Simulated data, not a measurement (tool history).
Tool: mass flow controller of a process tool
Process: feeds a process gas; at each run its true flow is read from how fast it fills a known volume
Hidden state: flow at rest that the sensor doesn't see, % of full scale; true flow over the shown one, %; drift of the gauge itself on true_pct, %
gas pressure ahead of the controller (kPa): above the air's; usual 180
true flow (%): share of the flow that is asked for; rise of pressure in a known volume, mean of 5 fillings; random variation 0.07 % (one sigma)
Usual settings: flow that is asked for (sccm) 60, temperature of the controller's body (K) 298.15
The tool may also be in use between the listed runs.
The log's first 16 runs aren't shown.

run,hour,flow that is asked for (sccm),gas pressure ahead of the controller (kPa),temperature of the controller's body (K),hours of work since the controller was set to zero,hours of work since the controller was changed,true flow (%)
17,4909.9,60,180,309.15,1086,1086,100.77
18,5142.5,60,180,309.15,1251,1251,100.85
19,5552.7,60,180,309.15,1541,1541,101.01
20,5738.9,60,180,309.15,1673,1673,100.84
21,6121.4,60,180,309.15,1944,1944,101.02
22,6354.8,60,180,309.15,2109,2109,100.94
23,6539.1,60,181,301.15,2240,2240,100.44
24,6888.2,56,174,301.15,2487,2487,100.45
25,7137,63,217,303.15,2664,2664,100.78
26,7556.5,63,217,303.15,2961,2961,100.7
27,7915.8,26,184,303.15,3215,3215,101.87
28,8182.1,15,165,311.15,3404,3404,104.97
29,8493.8,15,165,311.15,3625,3625,105.48
30,8788.2,15,165,311.15,3833,3833,105.66
31,9216.9,62,180,301.15,4137,4137,100.89
32,9445.6,13,193,297.15,4299,4299,106.12
33,9726.6,13,193,297.15,4498,4498,106.42
34,9998.4,18,180,302.15,4691,4691,104.89
35,10358.5,49,246,304.15,4946,4946,101.67
36,10658.1,49,246,304.15,5158,5158,101.64
37,10941,49,246,304.15,5358,5358,101.77
38,11303.2,73,220,313.15,5615,5615,102.12
# hour 11341.2: controller's zero set anew
39,11595,60,154,300.15,180,5821,98.64

Forecast each of these 3 alternatives for the next run:
A,11943.3,60,180,306.15,427,6068,?
B,11943.3,60,202,300.15,427,6068,?
C,11943.3,60,170,300.15,427,6068,?

run,true flow (%)
A,99.43
B,98.84
C,98.86
Without the tool's hidden state the same runs would have given:
run,true flow (%)
A,100.05
B,99.46
C,99.48
